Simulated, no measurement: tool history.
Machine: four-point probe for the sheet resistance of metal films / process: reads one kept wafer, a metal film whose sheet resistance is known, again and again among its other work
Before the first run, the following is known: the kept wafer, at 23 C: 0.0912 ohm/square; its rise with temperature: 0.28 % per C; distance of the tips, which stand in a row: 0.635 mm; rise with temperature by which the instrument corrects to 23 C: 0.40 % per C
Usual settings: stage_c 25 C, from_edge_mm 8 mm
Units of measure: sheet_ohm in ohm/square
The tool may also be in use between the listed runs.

run,hour,stage_c,from_edge_mm,sheet_ohm
1,0,25,8,0.09125
2,16.1,25,7,0.091315
3,35.4,27,8,0.090997
4,48.8,21,8,0.091676
5,66.2,21,8,0.091739
6,83.1,21,8,0.091712
7,106,28,8,0.090929
8,124.7,28,8,0.090939
9,143.7,24,8,0.091379
10,154.2,25,3,0.093117
11,165.4,25,3,0.093144
12,177,25,3,0.09313
13,197.2,25,3,0.093159
14,208.2,22,26,0.091367
15,226.5,20,19,0.091577
16,237,34,4,0.091317
17,250.1,18,12,0.091889
18,262.3,18,12,0.091921
19,281,25,4,0.09225
20,298,23,5,0.092028
21,312.1,23,5,0.092006

Each row is a separate what-if for the run after 21, all from the same tool condition, not one after another. Results?
A,333.4,21,5,?
B,333.4,18,13,?
C,333.4,23,67,?
D,333.4,35,15,?
E,333.4,28,5,?

run,sheet_ohm
A,0.092261
B,0.091879
C,0.091254
D,0.090083
E,0.091523
With the hidden condition removed and each run's random variation left untouched, the same runs would have given:
run,sheet_ohm
A,0.092218
B,0.091836
C,0.091211
D,0.090043
E,0.091481

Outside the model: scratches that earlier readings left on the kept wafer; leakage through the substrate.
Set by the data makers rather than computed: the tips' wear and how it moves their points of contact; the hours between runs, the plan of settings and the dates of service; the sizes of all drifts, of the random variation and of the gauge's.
